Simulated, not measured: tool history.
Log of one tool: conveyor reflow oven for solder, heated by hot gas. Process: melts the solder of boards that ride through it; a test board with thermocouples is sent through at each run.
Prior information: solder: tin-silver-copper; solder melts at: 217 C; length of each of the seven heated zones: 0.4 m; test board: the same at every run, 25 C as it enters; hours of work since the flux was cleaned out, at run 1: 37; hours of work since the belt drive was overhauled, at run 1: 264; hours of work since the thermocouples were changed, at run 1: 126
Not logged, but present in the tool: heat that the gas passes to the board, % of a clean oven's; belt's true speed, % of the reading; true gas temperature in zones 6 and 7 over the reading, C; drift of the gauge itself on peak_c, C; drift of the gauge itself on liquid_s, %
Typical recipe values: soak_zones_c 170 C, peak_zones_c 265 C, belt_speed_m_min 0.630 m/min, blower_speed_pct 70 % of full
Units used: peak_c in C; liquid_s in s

run,hour,soak_zones_c,peak_zones_c,belt_speed_m_min,blower_speed_pct,hours of work since the flux was cleaned out,hours of work since the belt drive was overhauled,hours of work since the thermocouples were changed,peak_c,liquid_s
1,0.0,170,265,0.630,70,37,264,126,249.1,53.2
2,10.1,170,265,0.630,70,45,272,134,249.0,53.3
3,15.3,170,265,0.630,70,49,276,138,249.1,53.3
4,25.0,180,265,0.630,70,57,284,146,250.7,58.0
5,29.6,180,265,0.630,70,61,288,149,250.5,58.2
6,36.5,180,265,0.630,70,66,293,155,250.4,58.2
7,45.0,170,265,0.630,70,73,300,162,248.6,53.0
8,51.8,170,265,0.630,70,78,305,167,248.6,52.8
9,56.2,170,265,0.630,70,82,309,171,248.7,53.0
10,61.3,170,265,0.630,70,86,313,175,248.8,52.9
11,65.9,170,265,0.630,70,90,317,178,248.5,52.9
12,73.7,170,265,0.630,70,96,323,185,248.6,52.8
13,78.6,170,265,0.630,70,100,327,188,248.6,52.6
14,87.0,170,265,0.630,70,106,333,195,248.3,52.7
15,94.6,170,265,0.630,85,112,339,201,250.9,55.7
16,99.3,179,265,0.630,85,116,343,205,252.1,59.7
17,109.0,170,276,0.630,70,124,351,213,258.0,59.0
18,118.7,174,260,0.630,78,131,359,220,246.0,52.7
19,125.4,174,260,0.630,76,137,364,226,245.8,52.3
20,130.5,174,261,0.593,83,141,368,230,249.3,59.3
21,139.9,168,265,0.630,76,148,375,237,249.0,52.7
22,144.8,168,265,0.630,76,152,379,241,249.0,52.8
23,149.3,168,265,0.630,76,156,383,245,249.0,52.6
24,153.7,167,271,0.582,51,159,386,248,250.7,56.8
25,159.2,167,271,0.582,51,164,391,253,250.6,56.8
26,167.5,167,271,0.683,67,170,397,259,248.9,46.8
27,177.0,178,274,0.630,60,178,405,267,254.8,59.2
28,185.7,158,265,0.630,70,185,412,274,245.4,46.5
29,191.1,163,258,0.561,69,189,416,278,243.8,53.8
30,199.4,170,272,0.503,72,196,423,285,260.8,78.3

Pick out some run-to-run changes in peak_c. Of each, how much would a tool without hidden state show as well, from the settings, what came in and chance, and how much is left for the hidden state and any gauge scatter not in both results compared?
Run 17 -> 18: soak_zones_c 170 -> 174, peak_zones_c 276 -> 260, blower_speed_pct 70 -> 78. peak_c -12.0 C: hidden state +0.0, all else -12.0.
Run 25 -> 26: belt_speed_m_min 0.582 -> 0.683, blower_speed_pct 51 -> 67. peak_c -1.7 C: hidden state -0.4, all else -1.3.
Run 27 -> 28: soak_zones_c 178 -> 158, peak_zones_c 274 -> 265, blower_speed_pct 60 -> 70. peak_c -9.4 C: hidden state -0.3, all else -9.1.
Run 28 -> 29: soak_zones_c 158 -> 163, peak_zones_c 265 -> 258, belt_speed_m_min 0.630 -> 0.561, blower_speed_pct 70 -> 69. peak_c -1.6 C: hidden state +0.4, all else -2.0.
Run 29 -> 30: soak_zones_c 163 -> 170, peak_zones_c 258 -> 272, belt_speed_m_min 0.561 -> 0.503, blower_speed_pct 69 -> 72. peak_c +17.0 C: hidden state +0.1, all else +16.9.
